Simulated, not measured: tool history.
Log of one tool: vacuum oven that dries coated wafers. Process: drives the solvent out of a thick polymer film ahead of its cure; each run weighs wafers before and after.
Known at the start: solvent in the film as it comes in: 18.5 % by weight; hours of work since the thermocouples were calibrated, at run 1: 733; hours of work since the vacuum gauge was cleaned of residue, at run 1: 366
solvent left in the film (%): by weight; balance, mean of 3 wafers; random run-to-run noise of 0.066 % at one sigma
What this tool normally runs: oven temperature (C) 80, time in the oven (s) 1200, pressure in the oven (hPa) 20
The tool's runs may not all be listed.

run   hour  oven temperature (C)  time in the oven (s)  pressure in the oven (hPa)  hours of work since the thermocouples were calibrated  hours of work since the vacuum gauge was cleaned of residue  solvent left in the film (%)
  1      0                    80                  1200                          20                                                    733                                                          366                          4.25
  2   21.5                    80                  1200                          20                                                    743                                                          375                          4.26
  3   37.8                    80                  1200                          20                                                    749                                                          382                          4.08
  4   55.1                    80                  1200                          20                                                    757                                                          389                          4.15
  5   73.3                    80                  1200                          20                                                    765                                                          397                          4.06
  6   89.2                    80                  1740                          20                                                    771                                                          404                          2.93
  7  114.2                    80                  1740                          20                                                    782                                                          415                          3.04
  8  125.2                    80                  1740                          20                                                    787                                                          419                          2.95
  9  136.1                    80                  1740                          20                                                    791                                                          424                          3.05
 10  161.3                    80                  1740                        28.8                                                    802                                                          435                          3.91
 11  182.3                    91                  1200                          20                                                    811                                                          443                             2
 12  204.2                    80                   840                          20                                                    820                                                          453                          5.79
 13  219.2                    80                  1200                          20                                                    827                                                          459                          4.17
 14  242.5                    80                  1200                          20                                                    837                                                          469                          4.14
 15  264.7                    80                  1200                          20                                                    846                                                          479                          4.14
 16    276                    80                  1200                          20                                                    851                                                          483                          4.19
 17    293                    80                  1200                          20                                                    858                                                          491                          4.15
 18  316.9                    76                  1200                          20                                                    868                                                          501                          5.23
 19  330.4                    80                  1200                          20                                                    874                                                          506                          4.12
 20  351.2                    80                  1200                        12.9                                                    883                                                          515                          3.39
 21  368.6                    80                  1200                        12.9                                                    890                                                          523                          3.35
 22  389.8                    80                  1200                        12.9                                                    899                                                          532                           3.5
 23  400.8                    80                  1200                        12.9                                                    904                                                          536                          3.48
 24    419                    80                  1200                          20                                                    912                                                          544                          4.17
 25  436.8                    70                   960                        10.6                                                    919                                                          552                          7.02
 26  457.6                    70                   960                        10.6                                                    928                                                          560                          6.96
 27  473.8                    70                  1680                        48.3                                                    935                                                          567                          9.19
 28  485.6                    85                  1200                        69.1                                                    940                                                          572                          6.96
 29  498.6                    81                   660                        23.6                                                    945                                                          578                           6.8
 30    514                    80                   840                        31.8                                                    952                                                          584                          6.61
 31  527.5                    87                  2100                        27.3                                                    958                                                          590                          2.46
 32  547.7                    87                  2100                        70.8                                                    966                                                          599                          5.68
 33  564.9                    66                  1200                        17.1                                                    974                                                          606                          7.96
 34  579.5                    80                  1200                        41.5                                                    980                                                          612                          6.03
 35  590.2                    68                   600                        20.3                                                    984                                                          617                          10.7
 36  612.6                    68                  1860                        20.3                                                    994                                                          626                          5.82
 37  631.4                    69                   720                        25.1                                                   1002                                                          634                         10.31
 38  652.1                    69                  1200                        45.7                                                   1011                                                          643                         10.18
 39  674.9                    94                  1380                        63.3                                                   1020                                                          653                           4.1
 40  685.6                    95                  1980                          20                                                   1025                                                          657                          1.29
 41  698.1                    95                  1980                          20                                                   1030                                                          663                          1.33
 42  714.9                    84                   900                          17                                                   1037                                                          670                          3.96
 43  737.3                    87                   840                        14.9                                                   1047                                                          679                          3.58
 44  763.3                    90                   960                        11.3                                                   1058                                                          690                          2.19
 45  776.3                    89                  1200                          20                                                   1063                                                          696                          2.27
 46  790.7                    80                  2160                          20                                                   1070                                                          702                          2.65
 47  801.7                    72                  1740                        27.2                                                   1074                                                          707                          5.72

Selected run-to-run steps in solvent left in the film (%), each split into two signed amounts: the part the tool would show with no hidden state at all (from settings, incoming material and random variation), and the remainder, which goes to the hidden state together with any gauge scatter not common to the measured and the hidden-state-free results:
The hidden state here: true wafer temperature over the reading, C; true pressure over the reading, kPa; drift of the gauge itself on solvent_pct, %.
Run 30 -> 31: oven temperature (C) 80 -> 87, time in the oven (s) 840 -> 2100, pressure in the oven (hPa) 31.8 -> 27.3. solvent left in the film (%) -4.15: hidden state +0.24, all else -4.39.
Run 34 -> 35: oven temperature (C) 80 -> 68, time in the oven (s) 1200 -> 600, pressure in the oven (hPa) 41.5 -> 20.3. solvent left in the film (%) +4.67: hidden state +0.04, all else +4.63.
Run 35 -> 36: time in the oven (s) 600 -> 1860. solvent left in the film (%) -4.88: hidden state +0.02, all else -4.9.
Run 38 -> 39: oven temperature (C) 69 -> 94, time in the oven (s) 1200 -> 1380, pressure in the oven (hPa) 45.7 -> 63.3. solvent left in the film (%) -6.08: hidden state +0.19, all else -6.27.
Run 41 -> 42: oven temperature (C) 95 -> 84, time in the oven (s) 1980 -> 900, pressure in the oven (hPa) 20 -> 17. solvent left in the film (%) +2.63: hidden state -0.24, all else +2.87.
